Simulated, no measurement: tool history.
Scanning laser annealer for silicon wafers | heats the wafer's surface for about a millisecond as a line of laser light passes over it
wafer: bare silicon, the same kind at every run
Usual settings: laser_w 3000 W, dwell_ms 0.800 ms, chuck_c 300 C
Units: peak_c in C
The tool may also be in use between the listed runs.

run 1 hour=0.0 | laser_w=3000 dwell_ms=0.800 chuck_c=300 | peak_c=1047
run 2 hour=33.3 | laser_w=3000 dwell_ms=0.800 chuck_c=318 | peak_c=1066
run 3 hour=55.5 | laser_w=3000 dwell_ms=0.800 chuck_c=318 | peak_c=1064
run 4 hour=89.1 | laser_w=3000 dwell_ms=0.800 chuck_c=318 | peak_c=1061
run 5 hour=120.3 | laser_w=3000 dwell_ms=0.800 chuck_c=300 | peak_c=1041
run 6 hour=150.6 | laser_w=3000 dwell_ms=0.800 chuck_c=300 | peak_c=1038
run 7 hour=190.4 | laser_w=3000 dwell_ms=0.800 chuck_c=300 | peak_c=1035
run 8 hour=217.1 | laser_w=3000 dwell_ms=0.800 chuck_c=331 | peak_c=1068
run 9 hour=240.7 | laser_w=3000 dwell_ms=0.800 chuck_c=331 | peak_c=1064
-- hour=263.2 window over the wafer cleaned
run 10 hour=275.1 | laser_w=3000 dwell_ms=0.800 chuck_c=300 | peak_c=1088
run 11 hour=304.0 | laser_w=3000 dwell_ms=0.800 chuck_c=300 | peak_c=1085
run 12 hour=337.1 | laser_w=3000 dwell_ms=0.800 chuck_c=300 | peak_c=1088
run 13 hour=362.3 | laser_w=3000 dwell_ms=0.872 chuck_c=300 | peak_c=1120
run 14 hour=392.3 | laser_w=3000 dwell_ms=0.872 chuck_c=300 | peak_c=1115
run 15 hour=413.7 | laser_w=3000 dwell_ms=0.872 chuck_c=300 | peak_c=1115
run 16 hour=432.4 | laser_w=3000 dwell_ms=0.872 chuck_c=300 | peak_c=1112
run 17 hour=467.5 | laser_w=3000 dwell_ms=0.800 chuck_c=339 | peak_c=1120
run 18 hour=489.7 | laser_w=3000 dwell_ms=0.800 chuck_c=339 | peak_c=1116
run 19 hour=530.5 | laser_w=3000 dwell_ms=0.800 chuck_c=339 | peak_c=1113
run 20 hour=553.1 | laser_w=3000 dwell_ms=0.800 chuck_c=300 | peak_c=1071
run 21 hour=580.2 | laser_w=3147 dwell_ms=0.936 chuck_c=280 | peak_c=1169
run 22 hour=612.5 | laser_w=3229 dwell_ms=0.671 chuck_c=278 | peak_c=1055
run 23 hour=633.7 | laser_w=3000 dwell_ms=0.828 chuck_c=323 | peak_c=1102
run 24 hour=669.1 | laser_w=2817 dwell_ms=0.732 chuck_c=330 | peak_c=1003
run 25 hour=689.2 | laser_w=2817 dwell_ms=0.732 chuck_c=330 | peak_c=1001
run 26 hour=709.5 | laser_w=2817 dwell_ms=0.732 chuck_c=330 | peak_c=1000
run 27 hour=749.1 | laser_w=2820 dwell_ms=0.923 chuck_c=335 | peak_c=1082
run 28 hour=768.3 | laser_w=3071 dwell_ms=0.677 chuck_c=322 | peak_c=1043
run 29 hour=798.5 | laser_w=3071 dwell_ms=0.677 chuck_c=322 | peak_c=1038
run 30 hour=820.7 | laser_w=3071 dwell_ms=0.677 chuck_c=322 | peak_c=1041
run 31 hour=850.1 | laser_w=3071 dwell_ms=0.677 chuck_c=322 | peak_c=1038
run 32 hour=884.1 | laser_w=3296 dwell_ms=0.677 chuck_c=300 | peak_c=1082
run 33 hour=919.3 | laser_w=3296 dwell_ms=0.677 chuck_c=300 | peak_c=1079
run 34 hour=943.2 | laser_w=3296 dwell_ms=0.915 chuck_c=285 | peak_c=1188
-- hour=959.1 optics aligned, line set to its width
run 35 hour=971.3 | laser_w=3296 dwell_ms=0.915 chuck_c=285 | peak_c=1197
run 36 hour=995.1 | laser_w=2563 dwell_ms=0.800 chuck_c=300 | peak_c=908
run 37 hour=1014.7 | laser_w=2563 dwell_ms=0.800 chuck_c=300 | peak_c=909
run 38 hour=1055.7 | laser_w=2927 dwell_ms=0.787 chuck_c=300 | peak_c=1017
run 39 hour=1080.2 | laser_w=3000 dwell_ms=0.697 chuck_c=300 | peak_c=998
run 40 hour=1098.5 | laser_w=3030 dwell_ms=0.697 chuck_c=325 | peak_c=1031

4 ways to go on from here, each from the tool as it stands after run 40. What would each give?
run A hour=1120.7 | laser_w=2604 dwell_ms=0.822 chuck_c=300 | peak_c=?
run B hour=1120.7 | laser_w=3018 dwell_ms=0.697 chuck_c=338 | peak_c=?
run C hour=1120.7 | laser_w=3030 dwell_ms=0.697 chuck_c=268 | peak_c=?
run D hour=1120.7 | laser_w=2614 dwell_ms=0.965 chuck_c=270 | peak_c=?

run=A peak_c=926
run=B peak_c=1037
run=C peak_c=970
run=D peak_c=948
Without the tool's hidden state the same runs would have given:
run=A peak_c=968
run=B peak_c=1083
run=C peak_c=1017
run=D peak_c=993
